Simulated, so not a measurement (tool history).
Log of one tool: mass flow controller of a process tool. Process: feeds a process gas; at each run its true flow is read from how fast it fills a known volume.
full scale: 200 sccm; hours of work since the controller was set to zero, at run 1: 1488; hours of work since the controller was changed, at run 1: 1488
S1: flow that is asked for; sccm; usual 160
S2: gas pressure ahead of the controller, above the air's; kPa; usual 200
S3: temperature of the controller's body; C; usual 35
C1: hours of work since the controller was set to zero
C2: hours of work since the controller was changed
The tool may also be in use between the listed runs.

{"run": 1, "hour": 0.0, "S1": 160, "S2": 200, "S3": 35, "C1": 1488, "C2": 1488, "true flow (%)": 99.05}
{"run": 2, "hour": 165.3, "S1": 127, "S2": 200, "S3": 35, "C1": 1594, "C2": 1594, "true flow (%)": 98.63}
{"run": 3, "hour": 306.6, "S1": 127, "S2": 200, "S3": 35, "C1": 1685, "C2": 1685, "true flow (%)": 98.39}
{"run": 4, "hour": 386.7, "S1": 127, "S2": 200, "S3": 35, "C1": 1736, "C2": 1736, "true flow (%)": 98.38}
{"run": 5, "hour": 541.9, "S1": 127, "S2": 200, "S3": 35, "C1": 1835, "C2": 1835, "true flow (%)": 98.22}
{"run": 6, "hour": 619.7, "S1": 127, "S2": 200, "S3": 35, "C1": 1885, "C2": 1885, "true flow (%)": 97.93}
{"run": 7, "hour": 698.3, "S1": 127, "S2": 200, "S3": 35, "C1": 1936, "C2": 1936, "true flow (%)": 97.91}
{"run": 8, "hour": 811.4, "S1": 127, "S2": 200, "S3": 35, "C1": 2008, "C2": 2008, "true flow (%)": 97.68}
{"run": 9, "hour": 938.0, "S1": 127, "S2": 200, "S3": 35, "C1": 2089, "C2": 2089, "true flow (%)": 97.54}
{"run": 10, "hour": 1105.3, "S1": 127, "S2": 200, "S3": 35, "C1": 2196, "C2": 2196, "true flow (%)": 97.54}
{"run": 11, "hour": 1191.1, "S1": 127, "S2": 200, "S3": 35, "C1": 2251, "C2": 2251, "true flow (%)": 97.22}
{"run": 12, "hour": 1279.9, "S1": 127, "S2": 200, "S3": 35, "C1": 2308, "C2": 2308, "true flow (%)": 97.22}
{"run": 13, "hour": 1453.0, "S1": 127, "S2": 200, "S3": 35, "C1": 2419, "C2": 2419, "true flow (%)": 96.87}
{"run": 14, "hour": 1577.1, "S1": 160, "S2": 200, "S3": 22, "C1": 2499, "C2": 2499, "true flow (%)": 97.91}
{"run": 15, "hour": 1700.4, "S1": 160, "S2": 200, "S3": 22, "C1": 2578, "C2": 2578, "true flow (%)": 97.82}
{"hour": 1806.4, "done": "gauge calibrated"}
{"run": 16, "hour": 1811.8, "S1": 66, "S2": 200, "S3": 28, "C1": 2649, "C2": 2649, "true flow (%)": 99.14}
{"run": 17, "hour": 1935.2, "S1": 55, "S2": 200, "S3": 40, "C1": 2728, "C2": 2728, "true flow (%)": 97.95}
{"run": 18, "hour": 2092.4, "S1": 55, "S2": 200, "S3": 40, "C1": 2829, "C2": 2829, "true flow (%)": 97.83}
{"run": 19, "hour": 2217.2, "S1": 113, "S2": 200, "S3": 37, "C1": 2909, "C2": 2909, "true flow (%)": 98.08}
{"run": 20, "hour": 2354.6, "S1": 110, "S2": 200, "S3": 37, "C1": 2997, "C2": 2997, "true flow (%)": 97.87}
{"run": 21, "hour": 2469.0, "S1": 110, "S2": 247, "S3": 37, "C1": 3071, "C2": 3071, "true flow (%)": 97.67}
{"run": 22, "hour": 2634.2, "S1": 89, "S2": 200, "S3": 35, "C1": 3176, "C2": 3176, "true flow (%)": 97.54}
{"run": 23, "hour": 2753.8, "S1": 53, "S2": 233, "S3": 38, "C1": 3253, "C2": 3253, "true flow (%)": 97.05}
{"run": 24, "hour": 2835.7, "S1": 53, "S2": 233, "S3": 38, "C1": 3306, "C2": 3306, "true flow (%)": 96.99}
{"run": 25, "hour": 2981.0, "S1": 53, "S2": 280, "S3": 40, "C1": 3399, "C2": 3399, "true flow (%)": 96.62}
{"run": 26, "hour": 3123.1, "S1": 160, "S2": 184, "S3": 37, "C1": 3490, "C2": 3490, "true flow (%)": 97.21}
{"run": 27, "hour": 3243.3, "S1": 160, "S2": 184, "S3": 37, "C1": 3567, "C2": 3567, "true flow (%)": 96.9}
{"run": 28, "hour": 3365.0, "S1": 160, "S2": 184, "S3": 37, "C1": 3645, "C2": 3645, "true flow (%)": 96.9}
{"run": 29, "hour": 3447.6, "S1": 122, "S2": 274, "S3": 35, "C1": 3698, "C2": 3698, "true flow (%)": 96.71}
{"run": 30, "hour": 3605.1, "S1": 122, "S2": 274, "S3": 35, "C1": 3799, "C2": 3799, "true flow (%)": 96.42}

4 ways to go on from here, each from the tool as it stands after run 30. What would each give?
{"run": "A", "hour": 3759.1, "S1": 160, "S2": 199, "S3": 20, "C1": 3897, "C2": 3897, "true flow (%)": "?"}
{"run": "B", "hour": 3759.1, "S1": 29, "S2": 162, "S3": 21, "C1": 3897, "C2": 3897, "true flow (%)": "?"}
{"run": "C", "hour": 3759.1, "S1": 177, "S2": 200, "S3": 22, "C1": 3897, "C2": 3897, "true flow (%)": "?"}
{"run": "D", "hour": 3759.1, "S1": 110, "S2": 216, "S3": 28, "C1": 3897, "C2": 3897, "true flow (%)": "?"}

run=A true_flow_(%)=97.78
run=B true_flow_(%)=96.97
run=C true_flow_(%)=97.67
run=D true_flow_(%)=96.81
Without the tool's hidden state the same runs would have given:
run=A true_flow_(%)=100.36
run=B true_flow_(%)=99.55
run=C true_flow_(%)=100.25
run=D true_flow_(%)=99.37

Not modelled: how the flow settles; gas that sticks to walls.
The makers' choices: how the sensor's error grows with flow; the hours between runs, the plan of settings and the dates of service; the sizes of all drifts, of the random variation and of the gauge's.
